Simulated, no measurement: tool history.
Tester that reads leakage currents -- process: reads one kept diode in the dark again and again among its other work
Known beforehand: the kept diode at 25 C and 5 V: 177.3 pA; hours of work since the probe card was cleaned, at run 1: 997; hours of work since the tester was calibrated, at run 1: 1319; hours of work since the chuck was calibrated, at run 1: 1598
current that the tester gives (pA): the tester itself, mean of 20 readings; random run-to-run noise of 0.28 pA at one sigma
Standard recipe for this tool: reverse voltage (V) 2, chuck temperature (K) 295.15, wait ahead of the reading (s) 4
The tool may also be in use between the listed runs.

run,hour,reverse voltage (V),chuck temperature (K),wait ahead of the reading (s),hours of work since the probe card was cleaned,hours of work since the tester was calibrated,hours of work since the chuck was calibrated,current that the tester gives (pA)
1,0,2,295.15,4,997,1319,1598,90.75
2,35.4,2,295.15,4,1022,1344,1623,90.89
3,66.9,2,295.15,4,1044,1366,1645,90.71
4,101.4,2,295.15,4,1068,1390,1669,90.88
5,134,2,295.15,4,1090,1412,1692,90.91
6,159,2,295.15,4,1108,1430,1709,90.38
7,180.9,2,297.15,4,1123,1445,1724,110.49
8,216,2,295.15,4,1148,1470,1749,90.18
9,242.5,17.62,295.15,4,1166,1488,1767,230.86
10,271.9,2,295.15,4,1187,1509,1788,90.19
11,306.3,2,300.15,4,1211,1533,1812,145.52
12,334.1,2,300.15,4,1230,1552,1831,145.71
13,358.4,2,300.15,4,1247,1569,1848,145.31
14,387,2,322.15,4,1267,1589,1868,1011.97
15,420.6,2,322.15,4,1290,1612,1891,1013.18
16,447.1,2,322.15,4,1309,1631,1910,1013.56
17,466.6,2,322.15,4,1322,1644,1924,1008.8
18,483.9,2,309.15,4,1334,1656,1936,332.83
19,519.2,2,323.15,4,1359,1681,1960,1096.3
20,555.2,2,323.15,4,1384,1706,1985,1098.37
21,575.4,2,323.15,4,1398,1720,1999,1097.46
22,593.8,2,323.15,4,1411,1733,2012,1107.33
23,613.1,2.91,303.15,4,1424,1747,2026,222.84
24,647.5,12.98,325.15,1.5,1448,1771,2050,2721.71
25,684.3,8.8,325.15,3.62,1474,1796,2075,2325.11
26,707.9,8.8,325.15,3.62,1491,1813,2092,2331.6
27,727.9,8.8,307.15,1.45,1504,1827,2106,510.18
28,745.2,10.87,307.15,0.31,1517,1839,2118,562.49
29,767.3,10.87,307.15,0.31,1532,1854,2133,563.62
30,792.2,3.3,319.15,0.31,1549,1871,2150,960.04
31,828.3,5.94,295.15,0.47,1574,1897,2176,148.32
32,858.5,5.69,295.15,0.47,1596,1918,2197,145.18
33,892.4,5.69,295.15,0.47,1619,1941,2220,144.57
34,917.8,2,297.15,4,1637,1959,2238,109.18
35,938.6,18.44,297.15,0.4,1651,1973,2253,302.25
36,963.3,2,309.15,0.45,1669,1991,2270,330.48
37,981.4,3.17,295.15,2.84,1681,2003,2282,109.65
38,1002.9,5.93,326.15,4,1696,2018,2297,2151.58
39,1029.1,2.61,326.15,0.37,1715,2037,2316,1549.63
40,1060.5,1.67,306.15,0.72,1736,2058,2338,232.46

Alternative continuations, all from the tool just after run 40; predict every row:
A,1093.5,2,295.15,3.23,1759,2081,2361,?
B,1093.5,5.93,331.15,0.72,1759,2081,2361,?
C,1093.5,1.67,302.15,0.72,1759,2081,2361,?

run,current that the tester gives (pA)
A,90.4
B,3187.92
C,162.86
Had the tool no hidden state, the same runs would have come out as:
run,current that the tester gives (pA)
A,92.21
B,3335.66
C,169.19
